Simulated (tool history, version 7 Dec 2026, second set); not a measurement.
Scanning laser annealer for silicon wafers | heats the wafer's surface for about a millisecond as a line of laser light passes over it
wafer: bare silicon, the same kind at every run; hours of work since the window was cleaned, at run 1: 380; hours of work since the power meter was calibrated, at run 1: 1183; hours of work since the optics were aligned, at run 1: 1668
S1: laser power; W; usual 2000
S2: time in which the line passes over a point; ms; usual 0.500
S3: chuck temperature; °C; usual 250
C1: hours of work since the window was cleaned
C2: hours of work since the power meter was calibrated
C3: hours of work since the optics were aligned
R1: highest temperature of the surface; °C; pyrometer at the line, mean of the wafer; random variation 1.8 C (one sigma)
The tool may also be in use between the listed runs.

| run | hour | S1 | S2 | S3 | C1 | C2 | C3 | R1 |
|---|---|---|---|---|---|---|---|---|
| 1 | 0.0 | 2000 | 0.500 | 250 | 380 | 1183 | 1668 | 955 |
| 2 | 50.0 | 2000 | 0.500 | 250 | 409 | 1212 | 1697 | 952 |
| 3 | 75.8 | 2000 | 0.500 | 219 | 424 | 1227 | 1713 | 922 |
| 4 | 114.9 | 2000 | 0.500 | 219 | 447 | 1250 | 1735 | 921 |
| 5 | 150.8 | 2000 | 0.500 | 219 | 468 | 1271 | 1756 | 919 |
|  | 168.3 | optics aligned, line set to its width |
|  | 205.5 | window over the wafer cleaned |
| 6 | 218.9 | 2000 | 0.500 | 219 | 8 | 1307 | 28 | 960 |
| 7 | 261.7 | 2000 | 0.553 | 219 | 33 | 1332 | 53 | 999 |
| 8 | 299.2 | 2000 | 0.500 | 250 | 55 | 1354 | 75 | 988 |
| 9 | 357.8 | 2000 | 0.500 | 250 | 89 | 1388 | 110 | 986 |
| 10 | 402.0 | 2000 | 0.558 | 250 | 115 | 1414 | 135 | 1026 |

Run 11 comes next. What will it give?
| 11 | 430.8 | 2000 | 0.558 | 250 | 132 | 1431 | 152 | ? |

Run 11 gave R1 1026 °C.
Without the tool's hidden state the same run would have given R1 1033 °C.

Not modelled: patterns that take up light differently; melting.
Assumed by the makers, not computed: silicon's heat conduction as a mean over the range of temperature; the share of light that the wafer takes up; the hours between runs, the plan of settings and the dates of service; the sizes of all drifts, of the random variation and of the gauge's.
